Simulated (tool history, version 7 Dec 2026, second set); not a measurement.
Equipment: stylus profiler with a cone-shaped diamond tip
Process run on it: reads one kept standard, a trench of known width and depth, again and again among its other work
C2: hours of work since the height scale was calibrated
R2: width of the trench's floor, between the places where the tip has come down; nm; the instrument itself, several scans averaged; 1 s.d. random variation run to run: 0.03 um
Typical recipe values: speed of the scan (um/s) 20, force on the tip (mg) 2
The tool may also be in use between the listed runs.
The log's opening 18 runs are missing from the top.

{"run": 19, "hour": 645.0, "speed of the scan (um/s)": 29, "force on the tip (mg)": 2, "scans with this tip": 20495, "C2": 1425, "depth of the trench (Å)": 1001.1, "R2": 97040}
{"run": 20, "hour": 670.8, "speed of the scan (um/s)": 15, "force on the tip (mg)": 3.57, "scans with this tip": 20771, "C2": 1444, "depth of the trench (Å)": 1003.2, "R2": 97210}
{"run": 21, "hour": 713.9, "speed of the scan (um/s)": 66, "force on the tip (mg)": 0.94, "scans with this tip": 21230, "C2": 1476, "depth of the trench (Å)": 998.5, "R2": 96540}
{"run": 22, "hour": 762.2, "speed of the scan (um/s)": 11, "force on the tip (mg)": 2.27, "scans with this tip": 21745, "C2": 1512, "depth of the trench (Å)": 1000.8, "R2": 97160}
{"run": 23, "hour": 811.3, "speed of the scan (um/s)": 16, "force on the tip (mg)": 1.71, "scans with this tip": 22269, "C2": 1548, "depth of the trench (Å)": 999.9, "R2": 97070}
{"hour": 849.8, "done": "height scale calibrated on a step standard"}
{"run": 24, "hour": 849.8, "speed of the scan (um/s)": 23, "force on the tip (mg)": 1.01, "scans with this tip": 22675, "C2": 0, "depth of the trench (Å)": 1004, "R2": 97000}
{"run": 25, "hour": 892.1, "speed of the scan (um/s)": 20, "force on the tip (mg)": 1.93, "scans with this tip": 23126, "C2": 31, "depth of the trench (Å)": 1006.2, "R2": 96960}
{"run": 26, "hour": 929.8, "speed of the scan (um/s)": 7, "force on the tip (mg)": 2.44, "scans with this tip": 23528, "C2": 59, "depth of the trench (Å)": 1006.1, "R2": 97080}
{"run": 27, "hour": 955.8, "speed of the scan (um/s)": 19, "force on the tip (mg)": 1.48, "scans with this tip": 23805, "C2": 79, "depth of the trench (Å)": 1004.1, "R2": 96930}
{"run": 28, "hour": 996.5, "speed of the scan (um/s)": 7, "force on the tip (mg)": 2.77, "scans with this tip": 24240, "C2": 109, "depth of the trench (Å)": 1006.8, "R2": 97080}
{"run": 29, "hour": 1034.2, "speed of the scan (um/s)": 64, "force on the tip (mg)": 0.86, "scans with this tip": 24642, "C2": 137, "depth of the trench (Å)": 1003.1, "R2": 96410}
{"run": 30, "hour": 1078.7, "speed of the scan (um/s)": 20, "force on the tip (mg)": 1.61, "scans with this tip": 25116, "C2": 170, "depth of the trench (Å)": 1004.6, "R2": 96940}
{"run": 31, "hour": 1121.4, "speed of the scan (um/s)": 20, "force on the tip (mg)": 1.61, "scans with this tip": 25572, "C2": 201, "depth of the trench (Å)": 1004.2, "R2": 96920}
{"run": 32, "hour": 1161.7, "speed of the scan (um/s)": 20, "force on the tip (mg)": 2.31, "scans with this tip": 26002, "C2": 231, "depth of the trench (Å)": 1005.6, "R2": 96910}
{"run": 33, "hour": 1202.3, "speed of the scan (um/s)": 46, "force on the tip (mg)": 5.99, "scans with this tip": 26434, "C2": 261, "depth of the trench (Å)": 1011.6, "R2": 96840}
{"run": 34, "hour": 1240.2, "speed of the scan (um/s)": 6, "force on the tip (mg)": 2.14, "scans with this tip": 26839, "C2": 290, "depth of the trench (Å)": 1005.3, "R2": 96940}

Below are 3 alternative next runs, each starting from the tool's condition after run 34. Predict each:
{"run": "A", "hour": 1280.4, "speed of the scan (um/s)": 27, "force on the tip (mg)": 3.72, "scans with this tip": 27267, "C2": 319, "depth of the trench (Å)": "?", "R2": "?"}
{"run": "B", "hour": 1280.4, "speed of the scan (um/s)": 31, "force on the tip (mg)": 2.14, "scans with this tip": 27267, "C2": 319, "depth of the trench (Å)": "?", "R2": "?"}
{"run": "C", "hour": 1280.4, "speed of the scan (um/s)": 10, "force on the tip (mg)": 1.62, "scans with this tip": 27267, "C2": 319, "depth of the trench (Å)": "?", "R2": "?"}

run=A depth_of_the_trench_(Å)=1007.8 R2=96890
run=B depth_of_the_trench_(Å)=1005.1 R2=96760
run=C depth_of_the_trench_(Å)=1003.9 R2=96880
Had the tool no hidden state, the same runs would have come out as:
run=A depth_of_the_trench_(Å)=1008.6 R2=97890
run=B depth_of_the_trench_(Å)=1005.9 R2=97770
run=C depth_of_the_trench_(Å)=1004.7 R2=97880

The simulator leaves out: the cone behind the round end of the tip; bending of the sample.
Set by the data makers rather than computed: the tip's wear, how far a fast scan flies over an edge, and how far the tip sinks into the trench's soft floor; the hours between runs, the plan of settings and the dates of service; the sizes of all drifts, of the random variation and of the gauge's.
